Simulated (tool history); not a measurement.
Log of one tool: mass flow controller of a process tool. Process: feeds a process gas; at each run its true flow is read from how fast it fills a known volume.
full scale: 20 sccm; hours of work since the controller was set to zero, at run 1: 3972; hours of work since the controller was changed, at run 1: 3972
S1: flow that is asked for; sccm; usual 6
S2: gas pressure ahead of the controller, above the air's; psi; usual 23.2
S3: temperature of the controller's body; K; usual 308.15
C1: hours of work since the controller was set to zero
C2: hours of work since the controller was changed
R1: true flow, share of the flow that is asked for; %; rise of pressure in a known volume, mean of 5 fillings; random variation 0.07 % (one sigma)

run    hour  S1    S2      S3    C1    C2     R1
  1     0.0   6  23.2  308.15  3972  3972  98.77
  2    93.2   6  23.2  308.15  4021  4021  98.85
  3   201.5   6  23.2  308.15  4077  4077  98.85
  4   376.0   6  23.2  308.15  4168  4168  98.75
  5   550.7   6  23.2  308.15  4259  4259  98.79
  6   694.8   6  23.2  308.15  4334  4334  98.63
  7   816.0   7  23.2  308.15  4397  4397  98.92
  8  1007.1   6  23.2  307.15  4497  4497  98.78
  9  1138.7   4  24.7  299.15  4565  4565  97.72
 10  1340.8   4  24.7  299.15  4670  4670  97.86
 11  1463.3   6  35.0  306.15  4734  4734  99.20
 12  1634.2   6  35.0  306.15  4823  4823  99.27
 13  1760.5   6  35.0  306.15  4889  4889  99.18
 14  1846.6   7  38.1  306.15  4933  4933  99.41
 15  1979.8   7  38.1  306.15  5003  5003  99.48
 16  2123.2   7  24.8  295.15  5077  5077  97.98

5 ways to go on from here, each from the tool as it stands after run 16. What would each give?
  A  2306.5   4  35.1  295.15  5173  5173   ?
  B  2306.5   5  23.2  308.15  5173  5173   ?
  C  2306.5   6  27.1  295.15  5173  5173   ?
  D  2306.5   6  25.2  308.15  5173  5173   ?
  E  2306.5   2  22.8  307.15  5173  5173   ?

run     R1
  A  98.09
  B  98.71
  C  97.80
  D  98.95
  E  98.17
Without the tool's hidden state the same runs would have given:
run     R1
  A  98.09
  B  98.70
  C  97.79
  D  98.94
  E  98.20
